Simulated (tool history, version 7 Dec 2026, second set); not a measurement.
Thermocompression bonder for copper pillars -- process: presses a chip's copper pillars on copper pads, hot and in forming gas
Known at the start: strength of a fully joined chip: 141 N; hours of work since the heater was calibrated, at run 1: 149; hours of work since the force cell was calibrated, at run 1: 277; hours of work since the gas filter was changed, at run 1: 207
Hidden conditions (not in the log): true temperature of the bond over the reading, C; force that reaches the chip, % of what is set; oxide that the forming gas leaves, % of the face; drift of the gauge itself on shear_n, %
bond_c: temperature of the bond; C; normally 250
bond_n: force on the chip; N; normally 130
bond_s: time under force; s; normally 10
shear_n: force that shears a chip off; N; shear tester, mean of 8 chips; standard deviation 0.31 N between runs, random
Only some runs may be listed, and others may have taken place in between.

run   hour  bond_c  bond_n  bond_s  hours of work since the heater was calibrated  hours of work since the force cell was calibrated  hours of work since the gas filter was changed  shear_n
  1    0.0     250     130      10                                            149                                                277                                             207     52.6
  2   32.7     250     130      10                                            174                                                303                                             233     53.2
  3   62.8     250     130      10                                            198                                                327                                             257     53.1
  4   80.3     250     130      10                                            212                                                340                                             271     53.1
  5   97.1     250     130      10                                            225                                                354                                             284     52.0
  6  115.7     250     130      10                                            240                                                368                                             298     52.3
  7  131.0     250     130      10                                            252                                                380                                             310     52.1
  8  151.6     250     130      10                                            268                                                396                                             327     52.0
  9  175.2     250     130      10                                            286                                                415                                             345     51.9
     178.9  -- force cell calibrated
 10  203.5     250     130      10                                            307                                                 19                                             366     50.2
 11  232.0     226     177      12                                            330                                                 42                                             389     44.4
 12  255.8     277     109      10                                            348                                                 60                                             407     65.0

Run 13 is up next; what results do you expect?
     271.4  -- forming gas filter changed
 13  285.5     277     164      19                                            371                                                 83                                              11        ?

shear_n: 105.6 N
Without the tool's hidden state the same run would have given shear_n 106.8 N.

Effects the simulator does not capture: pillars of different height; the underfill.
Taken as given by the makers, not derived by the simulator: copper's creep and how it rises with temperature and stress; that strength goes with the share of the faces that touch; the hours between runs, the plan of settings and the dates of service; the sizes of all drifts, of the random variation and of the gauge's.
